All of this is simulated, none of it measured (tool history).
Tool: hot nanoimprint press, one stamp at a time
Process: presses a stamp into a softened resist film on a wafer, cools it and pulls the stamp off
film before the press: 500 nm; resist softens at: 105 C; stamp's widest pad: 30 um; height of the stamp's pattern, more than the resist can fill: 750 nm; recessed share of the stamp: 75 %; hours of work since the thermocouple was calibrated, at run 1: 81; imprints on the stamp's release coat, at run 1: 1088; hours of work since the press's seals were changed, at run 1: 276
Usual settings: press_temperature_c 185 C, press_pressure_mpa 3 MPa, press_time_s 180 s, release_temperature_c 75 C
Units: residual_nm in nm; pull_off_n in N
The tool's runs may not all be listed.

run	hour	press_temperature_c	press_pressure_mpa	press_time_s	release_temperature_c	hours of work since the thermocouple was calibrated	imprints on the stamp's release coat	hours of work since the press's seals were changed	residual_nm	pull_off_n
1	0	185	3	180	75	81	1088	276	238.4	151
2	11.3	185	3	180	75	87	1129	282	237.5	146
3	33.5	185	3	180	75	99	1209	294	237.9	152
4	51.1	185	3	180	75	109	1272	304	237.6	151
5	72.5	185	3	180	75	121	1349	315	237.5	158
# hour 77.8: plate thermocouple calibrated
6	94.8	185	2.9	180	75	9	1418	326	237.7	152
7	114.9	185	2.9	180	75	20	1491	337	238.1	158
8	134.1	183	3.47	163	73	31	1560	348	246.6	170
# hour 146.3: plate thermocouple calibrated, once more
9	152.8	185	3.28	180	62	4	1617	356	235.5	197
10	167.7	183	2.59	140	67	12	1671	365	300.4	190
11	186.1	189	3	180	80	22	1737	375	212.9	161
12	210.1	189	3	180	80	35	1823	388	211.7	158
# hour 220.7: stamp cleaned and given a new release coat
13	238.2	185	3	111	68	47	63	400	288.6	134

3 ways to go on from here, each from the tool as it stands after run 13. What would each give?
A	249.3	185	2.37	111	64	53	103	406	?	?
B	249.3	180	2.67	161	68	53	103	406	?	?
C	249.3	190	3	111	71	53	103	406	?	?

run	residual_nm	pull_off_n
A	312.1	140
B	310.2	132
C	246.4	128
Without the tool's hidden state the same runs would have given:
run	residual_nm	pull_off_n
A	309.1	136
B	306.8	129
C	242.8	125

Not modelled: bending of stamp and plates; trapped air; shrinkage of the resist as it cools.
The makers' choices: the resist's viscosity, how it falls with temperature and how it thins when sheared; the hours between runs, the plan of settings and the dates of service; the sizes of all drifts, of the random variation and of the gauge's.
